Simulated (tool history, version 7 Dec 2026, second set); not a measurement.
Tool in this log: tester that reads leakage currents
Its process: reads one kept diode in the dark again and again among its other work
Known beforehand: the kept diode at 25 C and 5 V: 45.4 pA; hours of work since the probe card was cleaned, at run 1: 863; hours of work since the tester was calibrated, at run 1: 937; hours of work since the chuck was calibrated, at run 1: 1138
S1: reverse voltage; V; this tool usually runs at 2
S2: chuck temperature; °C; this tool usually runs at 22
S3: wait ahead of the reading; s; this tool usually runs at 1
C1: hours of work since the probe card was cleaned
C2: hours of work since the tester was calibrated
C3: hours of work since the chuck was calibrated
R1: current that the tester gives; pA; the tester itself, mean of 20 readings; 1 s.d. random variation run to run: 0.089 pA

run    hour    S1  S2    S3    C1    C2    C3      R1
  1       0     2  22     1   863   937  1138   27.57
  2    48.5     2  22  2.17   885   958  1159   27.33
  3   127.7     2  22  2.17   920   993  1194   27.34
  4   242.4     2  22     1   970  1044  1245   27.64
  5   335.2     2  22     1  1011  1085  1286   27.94
  6   437.3     2  22   0.4  1056  1130  1331    28.6
  7   549.3     2  22     1  1106  1180  1380   28.19
  8   649.9     2  22     1  1150  1224  1425   28.39
  9   712.5     2  22     1  1178  1252  1453   28.38
 10   808.3     2  45     1  1220  1294  1495     224
 11   903.6  2.67  22     1  1262  1336  1537   32.09
 12   985.8  2.67  22     1  1299  1372  1573   32.19
 13  1094.5  2.67  26     1  1347  1420  1621   46.97
 14    1200     2  22     1  1393  1467  1668   29.03
 15  1302.4     2  22     1  1438  1512  1713      29
 16  1401.1   2.2  22     1  1482  1556  1757   30.61
 17    1449     2  22  5.12  1503  1577  1778   29.03
 18  1540.4     2  22  1.53  1544  1617  1818   29.46
 19  1654.8     2  57     1  1594  1668  1869  609.99
 20  1761.1     2  57     1  1641  1715  1916  614.51
 21  1815.9     2  53  8.94  1665  1739  1940  446.43
 22  1926.6     2  53  3.91  1714  1788  1989  446.62
 23  2018.4     2  51   0.3  1755  1828  2029  381.19
 24  2083.6  7.18  52  2.55  1783  1857  2058   665.5
 25  2147.4     2  22  1.67  1812  1885  2086    30.3
 26  2202.6  1.15  22  3.46  1836  1910  2111    24.3
     2213.7  -- chuck's temperature calibrated
 27    2290  1.15  22  3.46  1874  1947    34   25.98
 28  2344.9  1.15  22  3.46  1898  1972    58   25.96
 29  2442.5  5.67  22  0.44  1941  2015   101   51.15
 30  2553.6     5  22  0.44  1990  2064   150    48.7
     2622.4  -- chuck's temperature calibrated, once more
 31  2644.3  1.21  36  1.74  2029  2103    10   78.66
 32  2701.5  1.21  36  1.74  2055  2128    35   78.52
 33  2792.6  1.54  36  0.46  2095  2168    75   87.25
 34  2907.1     2  22  1.57  2145  2219   126   27.04
 35  2985.4  2.72  22   2.4  2180  2254   160   30.64
 36  3053.6  3.31  22     1  2210  2284   190    33.8
 37  3152.8     2  21  5.04  2254  2328   234   24.65
 38  3217.2     2  21  5.04  2282  2356   263   24.85
 39  3324.2  2.57  33     1  2330  2403   310   82.36

Measured minus without-hidden-state, run by run (identical run-to-run variation in each term; gauge scatter may differ):
Hidden conditions of the tool in this case: stray current of the dirty probe card, pA a volt; current scale over the true one, %; true chuck temperature over the reading, C; drift of the gauge itself on leakage_pa, %.
run      R1
  1    +3.1
  2   +3.15
  3   +3.24
  4    +3.4
  5   +3.52
  6   +3.68
  7   +3.78
  8   +3.91
  9   +3.98
 10  +23.16
 11   +4.92
 12   +5.04
 13   +6.85
 14   +4.61
 15   +4.71
 16   +5.14
 17    +4.9
 18   +5.04
 19   +70.7
 20  +72.84
 21  +54.96
 22  +56.18
 23   +49.4
 24  +89.37
 25   +5.86
 26   +4.45
 27   +6.15
 28   +6.21
 29  +14.26
 30  +13.52
 31   +2.92
 32   +3.06
 33   +3.83
 34   +2.64
 35   +3.49
 36   +4.25
 37   +2.82
 38   +2.91
 39   +6.08
